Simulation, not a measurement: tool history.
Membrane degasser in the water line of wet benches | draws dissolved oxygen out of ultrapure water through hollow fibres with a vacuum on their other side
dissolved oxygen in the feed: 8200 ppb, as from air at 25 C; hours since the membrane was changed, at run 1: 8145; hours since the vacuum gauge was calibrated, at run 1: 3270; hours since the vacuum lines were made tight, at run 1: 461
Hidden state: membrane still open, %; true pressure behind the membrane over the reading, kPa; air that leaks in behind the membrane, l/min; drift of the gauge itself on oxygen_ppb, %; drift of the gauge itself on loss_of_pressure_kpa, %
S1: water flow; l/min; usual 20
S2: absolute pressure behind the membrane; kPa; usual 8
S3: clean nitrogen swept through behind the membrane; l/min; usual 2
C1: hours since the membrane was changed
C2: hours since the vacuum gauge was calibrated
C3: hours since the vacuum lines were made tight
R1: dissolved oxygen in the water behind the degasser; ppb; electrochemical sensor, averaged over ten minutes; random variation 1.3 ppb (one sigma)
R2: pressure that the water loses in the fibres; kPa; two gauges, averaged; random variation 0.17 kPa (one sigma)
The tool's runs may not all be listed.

run    hour  S1     S2    S3    C1    C2    C3     R1     R2
  1       0  20      8     2  8145  3270   461  121.8  28.55
         80  -- membrane cartridge changed
  2   304.1  20      8     2   224  3570   762  124.1  28.63
  3     435  20   6.23     2   355  3701   892   84.1  28.43
  4   565.8  20   6.23     2   486  3832  1023   83.3  28.56
  5   752.2  20   6.23     2   672  4018  1210   84.7  28.37
     1050.8  -- vacuum gauge calibrated
  6  1050.8  20      8     2   970     0  1508  123.1  28.41
  7  1328.8  20      8     2  1248   278  1786  123.2  28.39
  8  1562.1  20      8   3.5  1482   511  2019   78.1  28.42
  9    1876  20      8   3.5  1796   825  2333   78.2  28.69
 10  2165.8  20      8  3.92  2085  1115  2623   71.2  28.43
 11  2466.1  20      8  3.92  2386  1415  2923   71.4  28.57
     2544.8  -- seals of the vacuum lines changed
 12  2685.2  20      8     2  2603  1632   140  122.3  28.44
 13  2851.4  20      8     2  2769  1799   307  123.3  28.39
 14  3056.9  20      8     2  2974  2004   512  123.5  28.21
 15  3184.8  20      8     2  3102  2132   640  124.6  28.73
 16  3313.1  20      8     2  3231  2260   768  126.5  28.45
 17  3614.7  20  10.86     1  3532  2562  1070  340.8  28.44
 18  3767.2  20  10.86     1  3685  2714  1222  347.6  28.48
 19  4071.8  26   9.91     2  3989  3019  1527  226.3  36.87
 20  4320.9  26   6.48  1.54  4238  3268  1776  158.1  37.06
 21  4502.2  14   5.56  4.15  4420  3449  1957   22.3  19.83
 22  4776.2  20  18.73   3.5  4694  3723  2231  225.9  28.18
 23  4956.5  23  13.17  1.04  4874  3904  2412  484.1  32.78
 24  5219.6  14   6.02     2  5137  4167  2675   50.1  19.96
     5379.5  -- vacuum gauge calibrated
     5521.7  -- seals of the vacuum lines changed
 25  5521.7  30      8  1.32  5437   140     0    289  42.86
 26  5827.9  13   6.83  1.55  5743   446   306   73.6  18.47
 27    6094  22  12.22  3.37  6009   712   572  157.3  31.21
 28  6354.5  14      8  1.53  6269   973   833    106  19.79
 29  6627.7  14  11.82   3.9  6543  1246  1106   77.4     20
 30  6926.1  20      8  3.99  6841  1545  1404   69.7   28.5
 31  7103.1  20      6  3.99  7018  1722  1581   46.7  28.37
 32  7294.9  20      6  3.99  7210  1913  1773   46.2  28.67

4 ways to go on from here, each from the tool as it stands after run 32. What would each give?
  A  7455.3  29  10.52     6  7370  2074  1934   ?   ?
  B  7455.3  20      6  1.82  7370  2074  1934   ?   ?
  C  7455.3  23   5.36  1.34  7370  2074  1934   ?   ?
  D  7455.3  18      6  3.99  7370  2074  1934   ?   ?

run     R1     R2
  A  136.8  41.01
  B   85.5  28.72
  C  104.9  32.64
  D   38.2  25.77
Without the tool's hidden state the same runs would have given:
run     R1     R2
  A  136.2  40.94
  B   85.1  28.67
  C  104.3  32.58
  D     38  25.72
